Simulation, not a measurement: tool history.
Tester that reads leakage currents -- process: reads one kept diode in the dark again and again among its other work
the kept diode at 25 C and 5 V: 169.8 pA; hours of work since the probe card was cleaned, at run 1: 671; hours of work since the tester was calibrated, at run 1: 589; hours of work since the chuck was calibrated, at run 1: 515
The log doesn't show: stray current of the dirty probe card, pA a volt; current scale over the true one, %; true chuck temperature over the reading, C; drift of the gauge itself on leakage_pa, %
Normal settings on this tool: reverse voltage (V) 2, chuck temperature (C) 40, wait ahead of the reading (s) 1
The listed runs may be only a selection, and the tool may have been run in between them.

run	hour	reverse voltage (V)	chuck temperature (C)	wait ahead of the reading (s)	hours of work since the probe card was cleaned	hours of work since the tester was calibrated	hours of work since the chuck was calibrated	current that the tester gives (pA)
1	0	2	40	1	671	589	515	433.83
2	60.9	2	40	1	711	629	555	439.29
3	106.1	2	40	1	740	659	584	438.19
4	168.5	2	40	1	781	699	625	440.18
5	205.2	2	40	1	805	723	649	441.64
6	254.4	2	40	1	837	755	681	439.74
7	308.1	2	40	2.44	872	790	716	440.54
8	346.6	2	40	1	897	815	741	442.96
9	399.5	2	40	1	931	850	776	443.77
10	467.8	2	40	1	976	894	820	446.93
11	517.5	2	40	1	1008	926	852	447.78
12	580.6	2	40	1	1049	968	893	450.79
13	647.3	2	40	1	1092	1011	937	451.12
14	718.4	2	40	1	1139	1057	983	450.83
15	752.5	2	40	1.24	1161	1080	1005	452.13
16	807.1	4.16	40	1	1197	1115	1041	677.55
17	877.8	4.16	40	1	1243	1161	1087	684.83
18	921	4.16	40	1	1271	1189	1115	686.02
# hour 929.2: chuck's temperature calibrated
19	953.1	4.16	40	1	1290	1209	16	705.86
20	994.9	4.16	40	1	1318	1236	43	703.82
# hour 1038.4: probe card cleaned and baked
21	1058.8	1.55	40	0.8	13	1276	82	410.97
22	1093.9	9.26	21	1.36	36	1299	105	186.36
23	1161.9	2.38	22	1	80	1343	150	97.71
24	1191.1	18.75	22	1	99	1362	169	304.84
25	1225.1	1.12	52	0.33	122	1384	191	959.27
26	1292.5	2.56	53	1.25	166	1428	235	1629.65
27	1334.2	6.06	21	0.52	193	1455	262	150.61
# hour 1341.4: chuck's temperature calibrated, once more
28	1378.3	14.44	41	0.82	220	1483	24	1356.22
29	1423.6	5.69	26	0.38	250	1512	54	204.9
30	1466.9	2.77	26	0.68	278	1540	82	138.19
31	1528	2.77	29	3.63	318	1580	122	183.19
32	1587.5	7.91	29	1.26	356	1619	160	328.27
33	1620.9	2	28	1	378	1641	182	140.69
34	1692.7	2.4	22	1.63	425	1687	229	87.14
35	1753.7	1.05	22	6.29	465	1727	269	55.75
36	1789.2	1.17	24	0.33	488	1750	292	72.04
37	1835.5	1.17	25	0.33	518	1780	322	79.33
38	1889.3	2.47	43	7.85	553	1815	357	626.46

Below, each run's measurement less what the same run would have read without the hidden state. Both values contain the same run-to-run variation, but the gauge's scatter may not be the same in both:
run	current that the tester gives (pA)
1	+18.99
2	+20.69
3	+21.63
4	+23.15
5	+24.11
6	+25.2
7	+26.45
8	+27.48
9	+28.85
10	+30.59
11	+31.76
12	+33.4
13	+34.94
14	+36.56
15	+37.47
16	+58.23
17	+61.46
18	+63.12
19	+80.64
20	+81.66
21	+48.31
22	+25.02
23	+13.37
24	+42.23
25	+111.55
26	+193.05
27	+22.1
28	+7.29
29	+2.04
30	+1.74
31	+2.86
32	+6.53
33	+2.97
34	+2.39
35	+1.71
36	+2.29
37	+2.72
38	+19.98
